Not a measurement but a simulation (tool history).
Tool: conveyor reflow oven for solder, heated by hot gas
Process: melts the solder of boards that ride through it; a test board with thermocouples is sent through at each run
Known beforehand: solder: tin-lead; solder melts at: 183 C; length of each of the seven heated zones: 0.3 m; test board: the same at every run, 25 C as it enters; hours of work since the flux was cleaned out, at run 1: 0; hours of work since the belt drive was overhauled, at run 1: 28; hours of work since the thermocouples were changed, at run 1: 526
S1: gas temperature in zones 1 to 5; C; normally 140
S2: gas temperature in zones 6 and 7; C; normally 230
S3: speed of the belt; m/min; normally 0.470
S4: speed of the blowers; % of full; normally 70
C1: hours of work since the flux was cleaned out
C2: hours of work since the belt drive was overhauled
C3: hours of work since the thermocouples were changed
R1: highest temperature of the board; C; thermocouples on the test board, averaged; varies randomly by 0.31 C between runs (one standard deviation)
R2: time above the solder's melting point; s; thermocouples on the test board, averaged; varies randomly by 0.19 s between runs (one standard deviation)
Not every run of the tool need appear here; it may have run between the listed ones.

run 1 day=0.000 | S1=140 S2=230 S3=0.470 S4=70 | C1=0 C2=28 C3=526 | R1=210.0 R2=51.2
run 2 day=3.788 | S1=140 S2=230 S3=0.470 S4=70 | C1=40 C2=68 C3=566 | R1=209.9 R2=51.0
run 3 day=5.938 | S1=140 S2=230 S3=0.470 S4=53 | C1=63 C2=91 C3=589 | R1=202.8 R2=41.1
run 4 day=8.283 | S1=140 S2=230 S3=0.470 S4=53 | C1=88 C2=116 C3=614 | R1=203.0 R2=40.9
run 5 day=12.250 | S1=140 S2=230 S3=0.470 S4=53 | C1=130 C2=158 C3=656 | R1=202.6 R2=40.5
run 6 day=14.417 | S1=140 S2=230 S3=0.470 S4=53 | C1=152 C2=181 C3=679 | R1=203.1 R2=40.9
run 7 day=16.400 | S1=140 S2=230 S3=0.470 S4=70 | C1=173 C2=202 C3=700 | R1=209.4 R2=50.6
-- day=17.933 flux residue cleaned out of gas plates and filters
run 8 day=19.588 | S1=140 S2=230 S3=0.470 S4=70 | C1=18 C2=233 C3=731 | R1=209.3 R2=50.0
run 9 day=23.133 | S1=140 S2=230 S3=0.470 S4=70 | C1=55 C2=271 C3=769 | R1=208.0 R2=49.5
run 10 day=26.533 | S1=140 S2=230 S3=0.470 S4=77 | C1=91 C2=307 C3=805 | R1=210.7 R2=52.3
-- day=30.562 flux residue cleaned out of gas plates and filters, once more
run 11 day=30.562 | S1=140 S2=230 S3=0.470 S4=60 | C1=0 C2=347 C3=845 | R1=206.0 R2=46.1
run 12 day=33.762 | S1=140 S2=230 S3=0.470 S4=60 | C1=34 C2=381 C3=879 | R1=205.7 R2=45.8
run 13 day=36.283 | S1=147 S2=230 S3=0.470 S4=70 | C1=61 C2=408 C3=906 | R1=210.9 R2=55.2
run 14 day=38.183 | S1=147 S2=230 S3=0.470 S4=70 | C1=81 C2=428 C3=926 | R1=210.7 R2=55.0
run 15 day=40.183 | S1=130 S2=230 S3=0.470 S4=70 | C1=102 C2=449 C3=947 | R1=206.6 R2=44.8
run 16 day=43.842 | S1=130 S2=230 S3=0.470 S4=70 | C1=140 C2=487 C3=985 | R1=206.7 R2=44.8
run 17 day=45.783 | S1=140 S2=230 S3=0.491 S4=63 | C1=161 C2=508 C3=1006 | R1=204.5 R2=43.1
-- day=48.546 flux residue cleaned out of gas plates and filters
run 18 day=49.575 | S1=126 S2=227 S3=0.391 S4=60 | C1=11 C2=546 C3=1044 | R1=206.2 R2=53.1
run 19 day=53.283 | S1=140 S2=230 S3=0.404 S4=64 | C1=50 C2=585 C3=1083 | R1=212.6 R2=62.9
run 20 day=55.342 | S1=140 S2=222 S3=0.546 S4=70 | C1=72 C2=607 C3=1105 | R1=197.0 R2=30.3
run 21 day=58.500 | S1=153 S2=242 S3=0.533 S4=74 | C1=105 C2=640 C3=1138 | R1=218.3 R2=56.0
-- day=59.946 thermocouples of zones 6 and 7 changed
run 22 day=62.071 | S1=144 S2=244 S3=0.492 S4=79 | C1=142 C2=677 C3=22 | R1=224.6 R2=62.5
run 23 day=64.938 | S1=152 S2=239 S3=0.487 S4=87 | C1=173 C2=707 C3=53 | R1=224.8 R2=65.8
-- day=66.392 flux residue cleaned out of gas plates and filters
run 24 day=67.246 | S1=152 S2=239 S3=0.487 S4=87 | C1=9 C2=730 C3=75 | R1=224.6 R2=66.6
run 25 day=69.462 | S1=137 S2=224 S3=0.551 S4=70 | C1=32 C2=753 C3=98 | R1=200.5 R2=32.8
run 26 day=71.662 | S1=138 S2=240 S3=0.479 S4=57 | C1=56 C2=776 C3=122 | R1=212.6 R2=51.7
run 27 day=73.492 | S1=137 S2=239 S3=0.558 S4=69 | C1=75 C2=796 C3=141 | R1=211.4 R2=42.6
run 28 day=77.392 | S1=134 S2=219 S3=0.388 S4=69 | C1=116 C2=837 C3=182 | R1=205.6 R2=57.8
run 29 day=79.779 | S1=134 S2=219 S3=0.388 S4=69 | C1=142 C2=862 C3=208 | R1=205.5 R2=57.7
run 30 day=82.854 | S1=131 S2=233 S3=0.384 S4=69 | C1=174 C2=895 C3=240 | R1=217.4 R2=69.7

Each row is a separate what-if for the run after 30, all from the same tool condition, not one after another. Results?
-- day=84.162 flux residue cleaned out of gas plates and filters
run A day=84.704 | S1=143 S2=234 S3=0.475 S4=69 | C1=6 C2=912 C3=257 | R1=? R2=?
-- day=84.162 flux residue cleaned out of gas plates and filters
run B day=84.704 | S1=141 S2=244 S3=0.470 S4=78 | C1=6 C2=912 C3=257 | R1=? R2=?
-- day=84.162 flux residue cleaned out of gas plates and filters
run C day=84.704 | S1=145 S2=233 S3=0.384 S4=69 | C1=6 C2=912 C3=257 | R1=? R2=?
-- day=84.162 flux residue cleaned out of gas plates and filters
run D day=84.704 | S1=149 S2=233 S3=0.384 S4=69 | C1=6 C2=912 C3=257 | R1=? R2=?

run=A R1=214.5 R2=56.6
run=B R1=225.3 R2=64.8
run=C R1=219.7 R2=77.8
run=D R1=220.0 R2=80.1
Had the tool no hidden state, the same runs would have come out as:
run=A R1=215.0 R2=55.8
run=B R1=225.8 R2=63.8
run=C R1=220.4 R2=76.6
run=D R1=220.7 R2=78.9
